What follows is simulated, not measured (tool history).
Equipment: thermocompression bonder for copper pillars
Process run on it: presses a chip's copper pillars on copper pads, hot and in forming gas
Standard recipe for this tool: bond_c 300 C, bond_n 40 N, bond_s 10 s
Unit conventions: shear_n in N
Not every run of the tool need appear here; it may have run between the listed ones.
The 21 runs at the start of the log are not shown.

run	hour	bond_c	bond_n	bond_s	shear_n
22	404.2	296	34	5	67
23	422	318	40	6	92.3
24	437.6	300	34	13	92
25	460	290	58	6	97.2
26	481.4	290	30	10	73.7
27	495.4	290	30	10	73.6
28	514.5	290	30	10	74.1
29	528.9	309	42	8	97.3
30	545.3	305	27	29	102.7
31	569.3	305	27	29	103

Run 32, settings as shown, results not yet in. Your forecast:
32	580.9	305	27	29	?

Run 32 yielded shear_n 102.9 N.
Take away the tool's hidden state, keep the run-to-run variation as it was, and the same run would have given shear_n 100.7 N.
